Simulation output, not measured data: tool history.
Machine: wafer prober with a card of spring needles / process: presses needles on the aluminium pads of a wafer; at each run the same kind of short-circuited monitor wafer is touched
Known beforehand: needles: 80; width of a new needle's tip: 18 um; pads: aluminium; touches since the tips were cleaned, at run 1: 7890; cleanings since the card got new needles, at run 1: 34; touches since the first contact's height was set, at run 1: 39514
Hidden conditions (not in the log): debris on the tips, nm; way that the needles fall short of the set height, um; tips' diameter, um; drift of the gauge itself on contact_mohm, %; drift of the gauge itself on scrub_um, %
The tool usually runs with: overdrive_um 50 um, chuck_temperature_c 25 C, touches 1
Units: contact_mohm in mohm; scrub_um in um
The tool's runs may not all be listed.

run    hour  overdrive_um  chuck_temperature_c  touches  touches since the tips were cleaned  cleanings since the card got new needles  touches since the first contact's height was set  contact_mohm  scrub_um
  1     0.0            50                   25        1                                 7890                                        34                                             39514           267      8.04
        4.9  -- tips cleaned on abrasive film
       33.3  -- tips cleaned on abrasive film
       63.1  -- tips cleaned on abrasive film
  2    90.5            50                   25        1                                 8241                                        37                                             66607           267      7.97
       96.1  -- tips cleaned on abrasive film
      129.2  -- tips cleaned on abrasive film
      160.6  -- tips cleaned on abrasive film
  3   162.9            50                   25        1                                  714                                        40                                             88269           201      7.92
      191.0  -- tips cleaned on abrasive film
      219.6  -- tips cleaned on abrasive film
  4   229.8            50                   25        1                                 3072                                        42                                            108289           236      7.93
      248.5  -- tips cleaned on abrasive film
      280.4  -- tips cleaned on abrasive film
  5   307.5            50                   25        1                                 8144                                        44                                            131575           269      7.86
      314.6  -- tips cleaned on abrasive film
      347.3  -- tips cleaned on abrasive film
      347.6  -- height of the first contact set anew
  6   368.7            50                   25        1                                 6356                                        46                                              6356           259      8.04
      375.8  -- tips cleaned on abrasive film
      409.0  -- tips cleaned on abrasive film
  7   430.8            50                   25        1                                 6539                                        48                                             24943           257      8.04
      437.9  -- tips cleaned on abrasive film
      470.9  -- tips cleaned on abrasive film
      503.0  -- tips cleaned on abrasive film
  8   517.6            50                   25        1                                 4379                                        51                                             50912           241      8.01
      534.6  -- tips cleaned on abrasive film
      568.5  -- tips cleaned on abrasive film
      602.0  -- tips cleaned on abrasive film
  9   603.8            50                   25        1                                  514                                        54                                             76707           195      7.94
      635.2  -- tips cleaned on abrasive film
 10   650.2            32                   25        1                                 4503                                        55                                             90617           329      5.04
      664.1  -- tips cleaned on abrasive film
      694.0  -- tips cleaned on abrasive film
 11   711.6            50                   25        1                                 5274                                        57                                            109006           255      7.93
      725.6  -- tips cleaned on abrasive film
      756.0  -- tips cleaned on abrasive film
      788.8  -- tips cleaned on abrasive film
 12   799.1            50                   25        1                                 3076                                        60                                            135184           243      7.87
      817.3  -- tips cleaned on abrasive film
      823.9  -- height of the first contact set anew
      851.4  -- tips cleaned on abrasive film
 13   865.3            50                   25        1                                 4185                                        62                                             12408           245      8.03
      880.0  -- tips cleaned on abrasive film
      910.5  -- tips cleaned on abrasive film
 14   911.8            43                   25        1                                  389                                        64                                             26321           197      6.88
      941.4  -- tips cleaned on abrasive film
      970.4  -- tips cleaned on abrasive film
 15   987.4            50                   25        1                                 5109                                        66                                             48957           247      8.00
      998.6  -- tips cleaned on abrasive film
     1031.7  -- tips cleaned on abrasive film
     1061.6  -- tips cleaned on abrasive film
 16  1071.7            42                   46        2                                 3028                                        69                                             74178           225      6.64
     1094.4  -- tips cleaned on abrasive film
     1125.7  -- tips cleaned on abrasive film
 17  1134.8            52                   43        3                                 2744                                        71                                             93084           199      8.24
     1155.6  -- tips cleaned on abrasive film
 18  1175.7            52                   43        3                                 6017                                        72                                            105327           212      8.23
     1188.7  -- tips cleaned on abrasive film
     1217.5  -- tips cleaned on abrasive film
 19  1228.8            49                   43        1                                 3406                                        74                                            121236           249      7.75
     1247.5  -- tips cleaned on abrasive film
     1276.1  -- tips cleaned on abrasive film
 20  1283.4            55                   74        1                                 2202                                        76                                            137573           226      8.65
     1302.9  -- height of the first contact set anew
     1309.0  -- tips cleaned on abrasive film
     1342.2  -- tips cleaned on abrasive film
 21  1344.3            47                   74        1                                  619                                        78                                             12368           211      7.56
     1375.7  -- tips cleaned on abrasive film
 22  1397.0            36                   49        2                                 6398                                        79                                             28166           284      5.76
     1407.2  -- tips cleaned on abrasive film
 23  1434.1            50                   41        2                                 8095                                        80                                             39297           234      8.01
     1441.2  -- tips cleaned on abrasive film
     1469.6  -- tips cleaned on abrasive film
     1501.9  -- tips cleaned on abrasive film
 24  1502.6            50                   41        2                                  232                                        83                                             59783           185      7.93
     1533.7  -- tips cleaned on abrasive film
 25  1539.3            50                   65        2                                 1675                                        84                                             70755           207      7.97
     1567.1  -- tips cleaned on abrasive film
     1600.3  -- tips cleaned on abrasive film
 26  1616.7            50                   65        2                                 4941                                        86                                             93962           231      7.94
     1629.2  -- tips cleaned on abrasive film
     1661.0  -- tips cleaned on abrasive film
     1693.6  -- tips cleaned on abrasive film
 27  1693.9            50                   65        2                                   86                                        89                                            117038           196      7.89
     1725.2  -- tips cleaned on abrasive film
     1758.2  -- tips cleaned on abrasive film
 28  1770.5            54                   58        2                                 3701                                        91                                            139989           216      8.54
     1779.2  -- height of the first contact set anew
     1792.0  -- tips cleaned on abrasive film
 29  1807.7            40                   49        2                                 4742                                        92                                              8544           257      6.41
     1822.9  -- tips cleaned on abrasive film
     1857.8  -- tips cleaned on abrasive film
 30  1858.2            64                   49        1                                  107                                        94                                             23631           190     10.30

Per-run results on a tool with no hidden state, each run keeping its own random variation:
run  contact_mohm  scrub_um
  1           177      8.09
  2           178      8.06
  3           179      8.04
  4           177      8.08
  5           178      8.04
  6           180      8.04
  7           179      8.05
  8           177      8.07
  9           178      8.04
 10           180      5.15
 11           177      8.06
 12           181      8.04
 13           178      8.04
 14           177      6.91
 15           175      8.06
 16           182      6.75
 17           179      8.36
 18           182      8.37
 19           186      7.91
 20           188      8.84
 21           188      7.58
 22           186      5.80
 23           178      8.06
 24           178      8.01
 25           184      8.06
 26           187      8.06
 27           188      8.05
 28           183      8.72
 29           185      6.42
 30           182     10.33

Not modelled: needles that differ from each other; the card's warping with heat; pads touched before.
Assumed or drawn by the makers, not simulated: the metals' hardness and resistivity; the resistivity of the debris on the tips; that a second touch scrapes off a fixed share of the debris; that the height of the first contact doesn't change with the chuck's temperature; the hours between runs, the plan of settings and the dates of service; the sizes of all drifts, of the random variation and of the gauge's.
